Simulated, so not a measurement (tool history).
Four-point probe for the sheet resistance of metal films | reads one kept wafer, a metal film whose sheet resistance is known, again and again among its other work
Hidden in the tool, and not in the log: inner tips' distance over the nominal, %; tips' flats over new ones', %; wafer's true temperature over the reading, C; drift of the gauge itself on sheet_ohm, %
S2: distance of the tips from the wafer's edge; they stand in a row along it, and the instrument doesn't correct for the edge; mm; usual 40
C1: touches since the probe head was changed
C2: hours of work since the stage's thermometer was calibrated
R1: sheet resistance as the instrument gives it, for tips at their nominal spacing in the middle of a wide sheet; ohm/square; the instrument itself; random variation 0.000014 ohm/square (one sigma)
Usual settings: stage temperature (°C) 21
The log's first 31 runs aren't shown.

Run 32, hour 596.1: usual settings but S2 10 mm; C1 23663; C2 1964. Result: R1 0.071629 ohm/square.
At hour 610.3: stage's thermometer calibrated.
Run 33, hour 616.0: usual settings but stage temperature (°C) 22, S2 12 mm; C1 23987; C2 2. Result: R1 0.071440 ohm/square.
Run 34, hour 638.6: usual settings but S2 6 mm; C1 24366; C2 12. Result: R1 0.072803 ohm/square.
Run 35, hour 658.8: usual settings but stage temperature (°C) 19, S2 54 mm; C1 24707; C2 20. Result: R1 0.071320 ohm/square.
Run 36, hour 678.0: usual settings but stage temperature (°C) 33, S2 67 mm; C1 25028; C2 28. Result: R1 0.070158 ohm/square.
Run 37, hour 700.6: usual settings but S2 5 mm; C1 25408; C2 37. Result: R1 0.073523 ohm/square.
Run 38, hour 720.3: usual settings but stage temperature (°C) 23, S2 3 mm; C1 25738; C2 45. Result: R1 0.077173 ohm/square.
Run 39, hour 735.9: usual settings but stage temperature (°C) 23, S2 3 mm; C1 26000; C2 51. Result: R1 0.077161 ohm/square.
Run 40, hour 747.5: usual settings but stage temperature (°C) 23, S2 18 mm; C1 26195; C2 56. Result: R1 0.071139 ohm/square.
Run 41, hour 769.9: usual settings but stage temperature (°C) 25, S2 20 mm; C1 26569; C2 65. Result: R1 0.070927 ohm/square.
Run 42, hour 783.0: usual settings but stage temperature (°C) 28, S2 9 mm; C1 26789; C2 71. Result: R1 0.071270 ohm/square.
Run 43, hour 804.2: usual settings but stage temperature (°C) 26, S2 5 mm; C1 27145; C2 79. Result: R1 0.073061 ohm/square.

Forecast run 44:
Run 44, hour 830.1: usual settings but stage temperature (°C) 19, S2 66 mm; C1 27580; C2 90. Result: R1 ?.

Run 44 gave R1 0.071336 ohm/square.
Without the tool's hidden state the same run would have given R1 0.071493 ohm/square.

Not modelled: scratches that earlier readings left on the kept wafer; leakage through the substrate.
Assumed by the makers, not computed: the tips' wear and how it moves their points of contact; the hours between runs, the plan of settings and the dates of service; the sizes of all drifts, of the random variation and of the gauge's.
